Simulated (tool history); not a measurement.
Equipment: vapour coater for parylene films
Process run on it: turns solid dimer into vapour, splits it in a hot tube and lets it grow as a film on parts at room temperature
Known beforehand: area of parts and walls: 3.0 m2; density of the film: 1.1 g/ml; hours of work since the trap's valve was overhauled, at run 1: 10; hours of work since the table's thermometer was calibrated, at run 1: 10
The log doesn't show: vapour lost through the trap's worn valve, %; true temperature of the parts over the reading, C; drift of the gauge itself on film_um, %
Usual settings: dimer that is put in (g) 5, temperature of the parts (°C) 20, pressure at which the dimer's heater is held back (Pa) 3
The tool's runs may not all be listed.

| run | hour | dimer that is put in (g) | temperature of the parts (°C) | pressure at which the dimer's heater is held back (Pa) | hours of work since the trap's valve was overhauled | hours of work since the table's thermometer was calibrated | thickness of the film (µm) |
|---|---|---|---|---|---|---|---|
| 1 | 0 | 5 | 20 | 3 | 10 | 10 | 1.319 |
| 2 | 29.4 | 5 | 18 | 3 | 36 | 36 | 1.433 |
| 3 | 58.8 | 5 | 20 | 3 | 61 | 61 | 1.314 |
| 4 | 99.1 | 5 | 20 | 3 | 96 | 96 | 1.317 |
| 5 | 118.6 | 5 | 20 | 3 | 112 | 112 | 1.32 |
| 6 | 151 | 2 | 20 | 3 | 140 | 140 | 0.527 |
| 7 | 183.6 | 2 | 20 | 3 | 168 | 168 | 0.529 |
| 8 | 226.8 | 2 | 20 | 3 | 206 | 206 | 0.529 |
| 9 | 257.4 | 2 | 13 | 5.74 | 232 | 232 | 0.583 |
| 10 | 276.8 | 2 | 25 | 5.68 | 249 | 249 | 0.363 |
| 11 | 305.5 | 2 | 25 | 5.68 | 273 | 273 | 0.376 |
| 12 | 335.9 | 5 | 20 | 8.95 | 300 | 300 | 1.058 |
| 13 | 366.5 | 5 | 25 | 9.05 | 326 | 326 | 0.841 |
| 14 | 409 | 8 | 20 | 2.19 | 363 | 363 | 2.252 |
| 15 | 440.7 | 4 | 20 | 9.99 | 390 | 390 | 0.824 |

Consider 3 possible next runs. They are alternatives, not a sequence: every one starts from the tool as it was left by run 15. What does each give?
| A | 467.8 | 4 | 17 | 9.99 | 413 | 413 | ? |
| B | 467.8 | 4 | 13 | 3.37 | 413 | 413 | ? |
| C | 467.8 | 4 | 21 | 9.99 | 413 | 413 | ? |

| run | thickness of the film (µm) |
|---|---|
| A | 0.953 |
| B | 1.186 |
| C | 0.782 |
Without the tool's hidden state the same runs would have given:
| run | thickness of the film (µm) |
|---|---|
| A | 0.953 |
| B | 1.187 |
| C | 0.782 |
